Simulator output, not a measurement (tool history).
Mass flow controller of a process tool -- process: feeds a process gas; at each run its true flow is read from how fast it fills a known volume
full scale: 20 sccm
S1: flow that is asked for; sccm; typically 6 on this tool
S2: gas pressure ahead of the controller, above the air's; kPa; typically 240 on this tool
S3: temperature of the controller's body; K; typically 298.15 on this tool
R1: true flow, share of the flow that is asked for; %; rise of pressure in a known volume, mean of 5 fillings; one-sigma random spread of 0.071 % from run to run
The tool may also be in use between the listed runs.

run,hour,S1,S2,S3,R1
1,0,6,240,298.15,99.97
2,72,6,240,298.15,99.99
3,149,6,240,298.15,99.9
4,207.1,6,240,298.15,99.97
5,277.2,6,240,298.15,99.84
6,343.8,6,240,298.15,99.8
7,385.5,6,240,298.15,99.87
8,421.7,6,240,298.15,99.9
9,477.5,6,240,298.15,99.81
10,516.8,6,240,298.15,99.86
11,557.5,6,240,298.15,99.78
12,611.1,9,240,298.15,99.98
13,679.3,9,240,298.15,99.96
14,726.9,6,240,306.15,100.62
15,782.4,6,188,298.15,99.47
# hour 787.7: controller's zero set anew
16,846.8,6,188,298.15,99.39
17,900.3,6,240,297.15,99.76
18,953.2,6,240,297.15,99.81
# hour 995.6: controller's zero set anew, once more
19,995.8,6,240,297.15,99.87
20,1052.4,6,240,297.15,99.84
21,1096.5,6,240,297.15,99.88
22,1158.1,6,240,297.15,100
23,1232.5,6,240,298.15,100.04
24,1273,13,240,298.15,100.36
25,1362.1,13,240,298.15,100.1
26,1409.7,10,240,294.15,99.71
27,1484,6,257,313.15,101.71
28,1550.4,6,257,313.15,101.6
29,1621.3,9,231,298.15,100.05
30,1671.1,3,196,302.15,99.94
31,1729,11,153,296.15,99.41
32,1784.9,3,153,305.15,99.86
33,1836.6,10,222,305.15,100.59
34,1920.1,10,222,305.15,100.64
35,1964.6,3,222,313.15,101.16
36,2030.8,5,240,298.15,99.99
37,2110.8,5,240,298.15,100.05
38,2190.1,20,176,308.15,100.73
39,2251.1,11,230,308.15,101.17
40,2306.4,11,230,308.15,101.07
41,2346.9,11,230,308.15,101.2
42,2429.6,6,213,311.15,101.16
43,2483.3,9,146,303.15,100.06
44,2562.1,3,240,312.15,101.25
45,2631.3,3,240,312.15,101.07
46,2673.1,7,240,312.15,101.47
47,2739.8,9,266,305.15,101.11
48,2784.7,8,240,298.15,100.26

Here are 3 independent what-if runs from the current tool condition. What would each one return?
A,2828.2,6,144,298.15,?
B,2828.2,5,240,303.15,?
C,2828.2,6,167,309.15,?

run,R1
A,99.35
B,100.57
C,100.81
With no hidden state in the tool, these same runs would have given:
run,R1
A,99.32
B,100.59
C,100.78
